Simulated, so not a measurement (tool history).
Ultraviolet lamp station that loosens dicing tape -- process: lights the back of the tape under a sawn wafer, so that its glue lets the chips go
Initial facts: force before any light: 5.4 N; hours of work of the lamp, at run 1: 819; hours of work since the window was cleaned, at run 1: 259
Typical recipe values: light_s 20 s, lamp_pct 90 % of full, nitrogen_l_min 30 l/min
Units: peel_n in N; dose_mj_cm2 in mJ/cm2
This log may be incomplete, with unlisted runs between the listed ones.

run    hour  light_s  lamp_pct  nitrogen_l_min  hours of work of the lamp  hours of work since the window was cleaned  peel_n  dose_mj_cm2
  1       0       20        90              30                        819                                         259   0.388          233
  2    63.9       20        90              30                        850                                         290   0.402          230
      130.5  -- window cleaned of glue's vapour
  3   148.8       20        90              30                        891                                           9    0.39          229
  4   214.9       20        90              30                        923                                          41   0.398          235
  5   315.8       20        90              30                        973                                          91   0.383          232
  6   394.3       20        90              15                       1011                                         129   0.512          237
  7   438.4       20        90              17                       1033                                         151   0.497          233
  8   490.8       20        90              17                       1058                                         176   0.496          231
  9   586.8       20        90              23                       1105                                         223   0.431          231
 10   636.1       20        90              23                       1129                                         247   0.428          229
 11   701.8       20        90              23                       1161                                         279   0.441          233
 12   768.8       20        90              23                       1194                                         312   0.445          230
      792.3  -- window cleaned of glue's vapour
 13   856.4       20        90              23                       1237                                          31   0.433          231
 14   916.1       20        90              23                       1266                                          60   0.438          235
 15  1009.2       20        90              23                       1311                                         106   0.448          232
 16  1060.3       20        90              23                       1336                                         131   0.438          232
 17  1159.3       20        90              23                       1385                                         179   0.447          231
 18  1227.1       20        77              23                       1418                                         213   0.611          192
 19  1294.5       20        77              23                       1451                                         246   0.636          198
 20  1338.4       20        77              23                       1472                                         267   0.598          201
 21  1413.4       27        90              30                       1509                                         304   0.194          308
     1450.1  -- window cleaned of glue's vapour
 22  1505.8       20        98              30                       1554                                          27   0.335          253
 23  1597.5       34        82              51                       1599                                          72   0.131          362
 24  1676.2       34        82              51                       1637                                         111   0.124          361
 25  1736.7       28        81              30                       1667                                         140   0.227          291
 26  1838.3       27        93              29                       1717                                         190   0.203          325
 27  1895.2       11        90              18                       1744                                         218   1.407          127
     1941.7  -- lamp changed
 28  1952.4       20        99              30                          5                                         245   0.315          259
 29  2019.4       34        99              30                         38                                         278   0.103          435
 30  2092.9       34        83              12                         74                                         314   0.231          368
     2107.8  -- window cleaned of glue's vapour
 31  2171.9       33        62              25                        112                                          31   0.312          260
 32  2242.7       33        62              25                        147                                          66   0.309          263
 33  2344.3       20        90              45                        197                                         116   0.341          232
 34  2406.3       28        90              12                        227                                         146   0.291          323
 35    2454       20        83              38                        250                                         169   0.443          217
 36  2529.7       12        91              51                        287                                         206   0.897          144
 37  2587.8       20        68              30                        316                                         235   0.704          177
 38  2651.5       20        82              51                        347                                         266   0.401          211
 39  2751.4       20        90              47                        396                                         315   0.327          231
     2763.9  -- window cleaned of glue's vapour
 40  2839.7       35        67              12                        439                                          37   0.346          302
 41  2918.4       34        67               9                        477                                          76   0.427          296
 42    2981       23        82              17                        508                                         106   0.467          243
 43  3026.7       24        82              15                        530                                         128   0.451          256
 44  3090.5       13        82              15                        561                                         160   1.321          136

Below are 3 alternative next runs, each starting from the tool's condition after run 44. Predict each:
  A  3167.8       17        82              53                        599                                         197       ?            ?
  B  3167.8       24        86              15                        599                                         197       ?            ?
  C  3167.8       13        92              15                        599                                         197       ?            ?

run  peel_n  dose_mj_cm2
  A   0.571          180
  B   0.399          271
  C   1.082          155
What these runs would have given with no unlogged condition in the tool:
run  peel_n  dose_mj_cm2
  A   0.569          181
  B   0.398          271
  C   1.079          155

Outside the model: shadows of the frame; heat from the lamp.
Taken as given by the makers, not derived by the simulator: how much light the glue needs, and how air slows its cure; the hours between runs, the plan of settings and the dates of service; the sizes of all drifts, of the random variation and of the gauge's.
